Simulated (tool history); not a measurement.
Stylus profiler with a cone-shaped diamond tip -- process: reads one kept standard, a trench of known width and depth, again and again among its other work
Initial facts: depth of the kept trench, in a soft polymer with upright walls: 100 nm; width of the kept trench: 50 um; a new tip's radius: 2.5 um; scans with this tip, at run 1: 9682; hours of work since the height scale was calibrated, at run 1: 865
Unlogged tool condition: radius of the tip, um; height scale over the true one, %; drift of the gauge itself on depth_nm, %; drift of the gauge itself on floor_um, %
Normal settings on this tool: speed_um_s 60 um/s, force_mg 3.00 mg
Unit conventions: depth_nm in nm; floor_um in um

run	hour	speed_um_s	force_mg	scans with this tip	hours of work since the height scale was calibrated	depth_nm	floor_um
1	0.0	60	3.00	9682	865	101.39	48.40
2	32.0	60	1.88	9924	887	101.03	48.27
3	48.5	186	3.00	10048	898	101.38	47.82
4	78.7	186	3.00	10277	918	101.39	47.78
5	111.6	60	3.00	10525	940	101.35	48.36
6	136.2	60	3.00	10712	957	101.38	48.34
7	171.3	60	3.00	10977	981	101.44	48.33
8	209.3	60	3.00	11264	1006	101.38	48.33
9	236.3	100	3.00	11469	1025	101.43	48.14
10	254.8	100	3.00	11608	1037	101.41	48.16
11	279.9	100	3.00	11798	1054	101.41	48.18
12	302.2	60	5.15	11967	1069	102.04	48.41
13	320.7	60	5.15	12107	1082	101.99	48.39
14	342.5	60	5.15	12272	1096	102.07	48.39
15	379.8	60	5.15	12554	1122	102.04	48.41
16	413.7	60	5.15	12810	1145	102.04	48.41
17	447.3	60	5.15	13065	1167	102.00	48.39
18	464.0	60	5.15	13191	1179	102.01	48.38
19	500.6	33	3.00	13467	1203	101.42	48.44
20	534.4	33	3.00	13723	1226	101.38	48.47
21	568.3	33	3.00	13980	1249	101.42	48.42
22	605.7	60	3.33	14262	1274	101.49	48.38
23	636.0	60	3.33	14491	1295	101.52	48.39
24	658.5	169	2.75	14662	1310	101.29	47.89
25	693.1	169	2.75	14923	1333	101.28	47.82
26	724.1	169	1.62	15158	1354	100.96	47.64
27	740.4	24	6.52	15281	1365	102.36	48.54
28	765.9	220	2.24	15474	1383	101.15	47.54
29	798.3	152	6.70	15719	1404	102.43	48.18
# hour 806.6: height scale calibrated on a step standard
30	823.0	42	3.00	15902	11	101.41	48.43
31	840.9	113	1.40	16038	23	100.88	47.93
32	878.0	113	1.40	16318	48	100.86	47.87
33	906.8	34	5.14	16536	68	102.03	48.44
34	940.8	48	3.00	16793	91	101.43	48.42
35	961.9	16	3.23	16952	105	101.48	48.54
36	978.5	16	1.42	17078	116	100.86	48.52
37	1014.3	193	5.70	17348	140	102.13	47.99
38	1031.3	108	1.16	17477	152	100.75	47.85
39	1067.4	108	1.16	17750	176	100.73	47.86
40	1085.3	140	4.28	17886	188	101.79	48.13
41	1123.7	57	2.85	18176	214	101.38	48.37
42	1146.5	57	2.85	18348	230	101.35	48.37
43	1182.5	89	2.31	18621	254	101.20	48.17
44	1199.0	22	8.77	18746	265	102.90	48.53
45	1230.0	22	8.77	18980	286	102.92	48.51
46	1269.1	33	1.04	19276	313	100.67	48.35

Each row is a separate what-if for the run after 46, all from the same tool condition, not one after another. Results?
A	1288.0	36	7.73	19419	325	?	?
B	1288.0	33	7.61	19419	325	?	?
C	1288.0	141	7.11	19419	325	?	?
D	1288.0	32	1.10	19419	325	?	?

run	depth_nm	floor_um
A	102.64	48.49
B	102.60	48.45
C	102.53	48.23
D	100.64	48.33
With no hidden state in the tool, these same runs would have given:
run	depth_nm	floor_um
A	102.64	48.50
B	102.60	48.46
C	102.54	48.24
D	100.64	48.35
